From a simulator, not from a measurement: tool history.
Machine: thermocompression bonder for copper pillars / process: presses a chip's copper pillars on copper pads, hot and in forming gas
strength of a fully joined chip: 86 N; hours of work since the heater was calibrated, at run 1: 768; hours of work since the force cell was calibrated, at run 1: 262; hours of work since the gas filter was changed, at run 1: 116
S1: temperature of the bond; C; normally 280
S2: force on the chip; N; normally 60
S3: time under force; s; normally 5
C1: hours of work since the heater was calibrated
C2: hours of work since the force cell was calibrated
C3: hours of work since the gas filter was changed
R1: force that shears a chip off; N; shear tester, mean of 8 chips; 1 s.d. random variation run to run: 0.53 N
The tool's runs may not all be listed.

run 1 hour=0 | S1=280 S2=60 S3=5 | C1=768 C2=262 C3=116 | R1=52.9
run 2 hour=8 | S1=280 S2=60 S3=5 | C1=775 C2=268 C3=123 | R1=52.1
run 3 hour=14.9 | S1=280 S2=60 S3=5 | C1=780 C2=273 C3=128 | R1=51.8
run 4 hour=26 | S1=290 S2=60 S3=5 | C1=789 C2=282 C3=137 | R1=56.1
run 5 hour=32.8 | S1=290 S2=38 S3=5 | C1=794 C2=287 C3=142 | R1=40.5
run 6 hour=41.9 | S1=280 S2=43 S3=5 | C1=801 C2=295 C3=150 | R1=40.3
run 7 hour=48.7 | S1=262 S2=60 S3=5 | C1=807 C2=300 C3=155 | R1=43.2
run 8 hour=55.2 | S1=280 S2=46 S3=5 | C1=812 C2=305 C3=160 | R1=42.8
run 9 hour=64.7 | S1=280 S2=46 S3=5 | C1=819 C2=313 C3=168 | R1=41.7
run 10 hour=75.3 | S1=280 S2=46 S3=5 | C1=828 C2=321 C3=176 | R1=41.4
run 11 hour=81.3 | S1=284 S2=41 S3=13 | C1=832 C2=326 C3=181 | R1=53.8
run 12 hour=89.9 | S1=294 S2=68 S3=12 | C1=839 C2=333 C3=188 | R1=73.8
run 13 hour=95 | S1=280 S2=60 S3=11 | C1=843 C2=337 C3=192 | R1=62.4
run 14 hour=106.2 | S1=280 S2=60 S3=11 | C1=852 C2=345 C3=200 | R1=61.7
run 15 hour=113.9 | S1=270 S2=60 S3=12 | C1=858 C2=352 C3=207 | R1=59.2
run 16 hour=120.1 | S1=270 S2=60 S3=12 | C1=863 C2=356 C3=211 | R1=58.8
run 17 hour=131.5 | S1=280 S2=38 S3=5 | C1=872 C2=365 C3=220 | R1=35.4
run 18 hour=138.8 | S1=280 S2=51 S3=5 | C1=878 C2=371 C3=226 | R1=44.9
run 19 hour=149 | S1=280 S2=51 S3=5 | C1=886 C2=379 C3=234 | R1=45.5
run 20 hour=153.9 | S1=278 S2=48 S3=5 | C1=890 C2=383 C3=238 | R1=41.7

Branching from run 20: 4 alternative next runs. What would each branch give?
run A hour=161.5 | S1=278 S2=45 S3=5 | C1=896 C2=389 C3=244 | R1=?
run B hour=161.5 | S1=265 S2=83 S3=3 | C1=896 C2=389 C3=244 | R1=?
run C hour=161.5 | S1=263 S2=44 S3=7 | C1=896 C2=389 C3=244 | R1=?
run D hour=161.5 | S1=268 S2=55 S3=5 | C1=896 C2=389 C3=244 | R1=?

run=A R1=40.3
run=B R1=47.5
run=C R1=36.5
run=D R1=43
Had the tool no hidden state, the same runs would have come out as:
run=A R1=41.3
run=B R1=48.9
run=C R1=37.3
run=D R1=44.1
